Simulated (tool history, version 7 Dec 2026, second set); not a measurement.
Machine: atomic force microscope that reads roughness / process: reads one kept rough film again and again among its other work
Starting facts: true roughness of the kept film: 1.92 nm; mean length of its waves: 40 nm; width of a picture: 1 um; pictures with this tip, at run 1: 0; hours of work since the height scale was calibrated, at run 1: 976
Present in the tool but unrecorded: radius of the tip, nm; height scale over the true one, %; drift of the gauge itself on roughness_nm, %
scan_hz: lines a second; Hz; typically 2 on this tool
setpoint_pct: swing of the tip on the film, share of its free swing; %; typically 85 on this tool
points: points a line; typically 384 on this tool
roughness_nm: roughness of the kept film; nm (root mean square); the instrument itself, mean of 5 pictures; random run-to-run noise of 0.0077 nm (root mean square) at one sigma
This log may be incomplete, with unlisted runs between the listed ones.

run     day  scan_hz  setpoint_pct  points  pictures with this tip  hours of work since the height scale was calibrated  roughness_nm
  1       0        2            85     384                       0                                                  976         1.663
  2   1.829        2            85     384                      55                                                 1004         1.572
  3     2.6        2            87     384                      78                                                 1015         1.531
      3.804  -- new tip fitted
  4   4.283        2            87     384                      14                                                 1041         1.628
  5   5.129        2            85     384                      40                                                 1054         1.597
  6   6.412        2            85     384                      78                                                 1073         1.563
      7.625  -- new tip fitted
  7   7.733        2            85     384                       4                                                 1093         1.653
  8     9.5        2            85     384                      57                                                 1119         1.579
  9  10.662        2            85     384                      92                                                 1137         1.537
     11.421  -- new tip fitted
 10  12.433        2            85     384                      30                                                 1164         1.609
 11  13.646        2            85     384                      67                                                 1182          1.58
 12  14.521        2            85     384                      93                                                 1195         1.524
     15.325  -- new tip fitted
 13  16.183        2            85     384                      26                                                 1220          1.64
 14  16.946        2            85     691                      49                                                 1232         1.597
 15  17.704     3.83            68     924                      71                                                 1243         1.588
     19.179  -- new tip fitted
 16  19.529     3.83            68     924                      11                                                 1271         1.677
 17  20.479     3.01            81     806                      39                                                 1285         1.578
 18  21.342     2.09            74     384                      65                                                 1298         1.647
     23.017  -- new tip fitted
 19  23.112     3.03            61     527                       3                                                 1325         1.759
 20  24.562     3.22            85     494                      47                                                 1347         1.519
 21  25.992      1.5            85     313                      90                                                 1368         1.574
     26.908  -- new tip fitted
 22  27.012      1.5            85     313                       3                                                 1383           1.7
 23  28.425      1.5            85     313                      45                                                 1405         1.632
 24  29.192     1.69            84     499                      68                                                 1416          1.61
 25  30.646     0.59            85     384                     112                                                 1438         1.617
     30.742  -- new tip fitted
 26  32.125     0.54            85     532                      42                                                 1461          1.73
 27  33.238     0.54            85     532                      76                                                 1477         1.667

Below are 3 alternative next runs, each starting from the tool's condition after run 27. Predict each:
  A  34.075     0.54            67     492                     101                                                 1490             ?
  B  34.075     1.77            65     384                     101                                                 1490             ?
  C  34.075     2.55            63     991                     101                                                 1490             ?

run  roughness_nm
  A         1.672
  B         1.624
  C         1.626
With the hidden condition removed and each run's random variation left untouched, the same runs would have given:
run  roughness_nm
  A         1.822
  B         1.771
  C         1.772

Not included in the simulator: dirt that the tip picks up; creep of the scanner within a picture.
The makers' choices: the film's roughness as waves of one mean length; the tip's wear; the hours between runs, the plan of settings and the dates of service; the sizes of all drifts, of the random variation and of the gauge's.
